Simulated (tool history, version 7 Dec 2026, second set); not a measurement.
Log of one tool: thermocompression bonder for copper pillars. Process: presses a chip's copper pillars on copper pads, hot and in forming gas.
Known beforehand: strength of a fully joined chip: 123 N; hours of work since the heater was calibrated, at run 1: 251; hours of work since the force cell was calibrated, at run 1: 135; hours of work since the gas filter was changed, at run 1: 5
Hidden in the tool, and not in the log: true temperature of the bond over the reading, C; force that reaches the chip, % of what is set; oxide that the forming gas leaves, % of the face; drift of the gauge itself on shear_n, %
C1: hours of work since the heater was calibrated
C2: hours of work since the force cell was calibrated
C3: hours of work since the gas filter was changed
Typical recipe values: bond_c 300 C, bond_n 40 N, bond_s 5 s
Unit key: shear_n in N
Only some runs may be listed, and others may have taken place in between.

run 1 day=0.000 | bond_c=300 bond_n=40 bond_s=5 | C1=251 C2=135 C3=5 | shear_n=91.9
run 2 day=0.438 | bond_c=300 bond_n=40 bond_s=5 | C1=259 C2=143 C3=13 | shear_n=92.0
run 3 day=0.738 | bond_c=300 bond_n=40 bond_s=5 | C1=264 C2=149 C3=18 | shear_n=91.3
run 4 day=1.071 | bond_c=300 bond_n=40 bond_s=5 | C1=271 C2=155 C3=24 | shear_n=92.2
run 5 day=1.479 | bond_c=300 bond_n=53 bond_s=5 | C1=278 C2=163 C3=32 | shear_n=103.8
run 6 day=1.812 | bond_c=300 bond_n=40 bond_s=5 | C1=284 C2=169 C3=38 | shear_n=92.2
run 7 day=2.142 | bond_c=300 bond_n=40 bond_s=5 | C1=290 C2=175 C3=44 | shear_n=91.5
run 8 day=2.562 | bond_c=300 bond_n=40 bond_s=5 | C1=298 C2=182 C3=52 | shear_n=91.6
run 9 day=2.804 | bond_c=300 bond_n=40 bond_s=5 | C1=303 C2=187 C3=56 | shear_n=91.6
run 10 day=3.121 | bond_c=300 bond_n=40 bond_s=5 | C1=308 C2=193 C3=62 | shear_n=92.1
run 11 day=3.521 | bond_c=300 bond_n=54 bond_s=5 | C1=316 C2=200 C3=69 | shear_n=105.2
run 12 day=4.025 | bond_c=300 bond_n=40 bond_s=5 | C1=325 C2=209 C3=79 | shear_n=90.7
run 13 day=4.379 | bond_c=300 bond_n=40 bond_s=5 | C1=332 C2=216 C3=85 | shear_n=91.2
run 14 day=4.958 | bond_c=329 bond_n=40 bond_s=5 | C1=342 C2=227 C3=96 | shear_n=106.5
run 15 day=5.458 | bond_c=309 bond_n=40 bond_s=5 | C1=351 C2=236 C3=105 | shear_n=96.9
run 16 day=5.846 | bond_c=309 bond_n=40 bond_s=5 | C1=359 C2=243 C3=112 | shear_n=96.6
run 17 day=6.192 | bond_c=309 bond_n=40 bond_s=5 | C1=365 C2=249 C3=119 | shear_n=95.8
run 18 day=6.588 | bond_c=309 bond_n=40 bond_s=5 | C1=372 C2=257 C3=126 | shear_n=97.0
run 19 day=7.133 | bond_c=300 bond_n=40 bond_s=5 | C1=382 C2=267 C3=136 | shear_n=90.0
run 20 day=7.458 | bond_c=300 bond_n=40 bond_s=5 | C1=388 C2=273 C3=142 | shear_n=90.6
run 21 day=7.742 | bond_c=300 bond_n=40 bond_s=5 | C1=393 C2=278 C3=147 | shear_n=91.2
run 22 day=8.308 | bond_c=309 bond_n=59 bond_s=8 | C1=404 C2=288 C3=157 | shear_n=115.2
run 23 day=8.558 | bond_c=294 bond_n=44 bond_s=5 | C1=408 C2=293 C3=162 | shear_n=91.9
run 24 day=9.012 | bond_c=324 bond_n=44 bond_s=4 | C1=417 C2=301 C3=170 | shear_n=103.8
run 25 day=9.442 | bond_c=327 bond_n=40 bond_s=3 | C1=425 C2=309 C3=178 | shear_n=95.4
run 26 day=9.758 | bond_c=311 bond_n=35 bond_s=13 | C1=431 C2=315 C3=184 | shear_n=108.4
run 27 day=10.217 | bond_c=300 bond_n=28 bond_s=3 | C1=439 C2=323 C3=193 | shear_n=60.4
run 28 day=10.746 | bond_c=300 bond_n=28 bond_s=3 | C1=449 C2=333 C3=202 | shear_n=60.9
run 29 day=11.267 | bond_c=300 bond_n=28 bond_s=3 | C1=458 C2=343 C3=212 | shear_n=61.0
run 30 day=11.658 | bond_c=300 bond_n=25 bond_s=6 | C1=466 C2=350 C3=219 | shear_n=69.3
run 31 day=12.054 | bond_c=300 bond_n=25 bond_s=6 | C1=473 C2=357 C3=226 | shear_n=70.1
run 32 day=12.500 | bond_c=300 bond_n=25 bond_s=4 | C1=481 C2=365 C3=235 | shear_n=61.8
run 33 day=13.029 | bond_c=283 bond_n=52 bond_s=5 | C1=491 C2=375 C3=244 | shear_n=92.1
run 34 day=13.342 | bond_c=283 bond_n=58 bond_s=14 | C1=497 C2=381 C3=250 | shear_n=111.4
-- day=13.667 forming gas filter changed
run 35 day=13.667 | bond_c=297 bond_n=47 bond_s=5 | C1=502 C2=387 C3=0 | shear_n=98.7
run 36 day=14.108 | bond_c=297 bond_n=47 bond_s=5 | C1=510 C2=395 C3=8 | shear_n=99.1
run 37 day=14.492 | bond_c=294 bond_n=47 bond_s=4 | C1=517 C2=402 C3=15 | shear_n=92.8
run 38 day=15.004 | bond_c=296 bond_n=32 bond_s=7 | C1=527 C2=411 C3=25 | shear_n=85.8

Hidden condition of the tool, last listed run before each entry between runs versus first listed run after:
Between runs 34 and 35: forming gas filter changed (day 13.667)
  oxide that the forming gas leaves, % of the face: 3.5 -> 0.52
  measured less the result without the state, shear_n: -2.5 -> +1.8 N

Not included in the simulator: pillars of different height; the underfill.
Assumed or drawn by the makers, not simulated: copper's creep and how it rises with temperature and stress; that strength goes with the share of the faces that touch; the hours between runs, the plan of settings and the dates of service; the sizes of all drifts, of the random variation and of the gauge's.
